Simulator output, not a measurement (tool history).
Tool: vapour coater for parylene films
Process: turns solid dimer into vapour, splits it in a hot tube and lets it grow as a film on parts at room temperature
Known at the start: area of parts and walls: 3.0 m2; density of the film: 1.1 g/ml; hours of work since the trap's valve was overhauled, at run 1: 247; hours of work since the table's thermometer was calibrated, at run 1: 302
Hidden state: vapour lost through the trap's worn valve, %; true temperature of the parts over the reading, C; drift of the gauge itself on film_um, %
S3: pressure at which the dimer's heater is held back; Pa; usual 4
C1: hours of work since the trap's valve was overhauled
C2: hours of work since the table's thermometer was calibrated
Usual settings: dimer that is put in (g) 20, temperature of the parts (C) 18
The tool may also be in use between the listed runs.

Run 1, hour 0: usual settings; C1 247; C2 302. Result: thickness of the film (um) 3.65.
Run 2, hour 19.6: usual settings; C1 263; C2 318. Result: thickness of the film (um) 3.56.
Run 3, hour 38.3: usual settings; C1 279; C2 333. Result: thickness of the film (um) 3.6.
Run 4, hour 48.5: usual settings but temperature of the parts (C) 19; C1 287; C2 342. Result: thickness of the film (um) 3.5.
Run 5, hour 63.4: usual settings but S3 2.99 Pa; C1 299; C2 354. Result: thickness of the film (um) 3.59.
Run 6, hour 77.8: usual settings but S3 2.98 Pa; C1 311; C2 366. Result: thickness of the film (um) 3.53.
Run 7, hour 88.9: usual settings but S3 2.98 Pa; C1 321; C2 375. Result: thickness of the film (um) 3.56.
Run 8, hour 101.4: usual settings but S3 2.98 Pa; C1 331; C2 386. Result: thickness of the film (um) 3.5.
At hour 107.1: trap's valve overhauled.
Run 9, hour 118.7: usual settings but temperature of the parts (C) 11; C1 10; C2 397. Result: thickness of the film (um) 4.57.
Run 10, hour 134.1: usual settings; C1 22; C2 409. Result: thickness of the film (um) 4.04.
Run 11, hour 143.4: usual settings; C1 30; C2 417. Result: thickness of the film (um) 4.06.
Run 12, hour 157.7: usual settings; C1 42; C2 429. Result: thickness of the film (um) 3.88.
Run 13, hour 175.2: usual settings but dimer that is put in (g) 18, temperature of the parts (C) 27, S3 4.84 Pa; C1 56; C2 443. Result: thickness of the film (um) 2.99.
Run 14, hour 184.1: usual settings but dimer that is put in (g) 34, temperature of the parts (C) 14, S3 2.4 Pa; C1 64; C2 451. Result: thickness of the film (um) 7.37.
Run 15, hour 197.6: usual settings but temperature of the parts (C) 13, S3 2.4 Pa; C1 75; C2 462. Result: thickness of the film (um) 4.38.
Run 16, hour 212.6: usual settings but temperature of the parts (C) 13, S3 2.4 Pa; C1 87; C2 474. Result: thickness of the film (um) 4.34.
Run 17, hour 223: usual settings but dimer that is put in (g) 25, temperature of the parts (C) 13, S3 6.07 Pa; C1 96; C2 483. Result: thickness of the film (um) 5.21.
Run 18, hour 239.2: usual settings but dimer that is put in (g) 25, temperature of the parts (C) 11, S3 2.49 Pa; C1 110; C2 497. Result: thickness of the film (um) 5.6.
Run 19, hour 255.4: usual settings but dimer that is put in (g) 25, temperature of the parts (C) 11, S3 2.49 Pa; C1 123; C2 510. Result: thickness of the film (um) 5.53.
Run 20, hour 266.5: usual settings but dimer that is put in (g) 25, temperature of the parts (C) 11, S3 2.49 Pa; C1 132; C2 519. Result: thickness of the film (um) 5.37.
Run 21, hour 280.3: usual settings but dimer that is put in (g) 9, temperature of the parts (C) 23, S3 4.49 Pa; C1 144; C2 531. Result: thickness of the film (um) 1.56.
Run 22, hour 293.2: usual settings but dimer that is put in (g) 9, temperature of the parts (C) 23, S3 4.49 Pa; C1 154; C2 541. Result: thickness of the film (um) 1.54.
Run 23, hour 301.5: usual settings but dimer that is put in (g) 9, temperature of the parts (C) 23, S3 11.51 Pa; C1 161; C2 548. Result: thickness of the film (um) 1.49.

How the hidden state differs across the entries between the runs, from the last listed run before each to the first after it:
Between runs 8 and 9: trap's valve overhauled (hour 107.1)
  vapour lost through the trap's worn valve, %: 14 -> 0.7; true temperature of the parts over the reading, C: -0.3 -> -0.31
  measured less the result without the state, thickness of the film (um): -0.56 -> -0.01
